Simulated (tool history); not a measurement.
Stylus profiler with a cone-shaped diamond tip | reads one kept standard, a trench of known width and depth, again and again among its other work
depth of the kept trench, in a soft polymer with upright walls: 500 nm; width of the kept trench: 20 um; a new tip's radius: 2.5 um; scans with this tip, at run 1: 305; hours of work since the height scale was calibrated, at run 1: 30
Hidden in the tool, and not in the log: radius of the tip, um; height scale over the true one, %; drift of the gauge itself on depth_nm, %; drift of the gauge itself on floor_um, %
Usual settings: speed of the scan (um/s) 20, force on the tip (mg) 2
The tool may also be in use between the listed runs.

| run | hour | speed of the scan (um/s) | force on the tip (mg) | scans with this tip | hours of work since the height scale was calibrated | depth of the trench (Å) | width of the trench's floor (µm) |
|---|---|---|---|---|---|---|---|
| 1 | 0 | 20 | 2 | 305 | 30 | 5049.9 | 16.74 |
| 2 | 15.7 | 20 | 1.47 | 401 | 39 | 5041.5 | 16.74 |
| 3 | 23.4 | 20 | 1.97 | 448 | 44 | 5047 | 16.75 |
| 4 | 32.2 | 20 | 1.97 | 502 | 49 | 5052.5 | 16.71 |
| 5 | 46.6 | 20 | 2 | 590 | 58 | 5050 | 16.8 |
| 6 | 57.7 | 20 | 5.15 | 658 | 65 | 5096.6 | 16.77 |
| 7 | 66.8 | 7 | 2.4 | 714 | 70 | 5054.2 | 16.85 |
| 8 | 84.4 | 6 | 5.4 | 822 | 81 | 5099.1 | 16.86 |
| 9 | 98.2 | 6 | 5.4 | 906 | 89 | 5097.8 | 16.84 |
| 10 | 105.5 | 13 | 3.68 | 951 | 93 | 5075.2 | 16.75 |
| 11 | 115.7 | 13 | 2.53 | 1014 | 100 | 5058.2 | 16.76 |

Forecast run 12:
| 12 | 129.7 | 16 | 2 | 1099 | 108 | ? | ? |

Run 12 gave depth of the trench (Å) 5048.1, width of the trench's floor (µm) 16.68.
Without the tool's hidden state the same run would have given depth of the trench (Å) 5051.4, width of the trench's floor (µm) 16.86.

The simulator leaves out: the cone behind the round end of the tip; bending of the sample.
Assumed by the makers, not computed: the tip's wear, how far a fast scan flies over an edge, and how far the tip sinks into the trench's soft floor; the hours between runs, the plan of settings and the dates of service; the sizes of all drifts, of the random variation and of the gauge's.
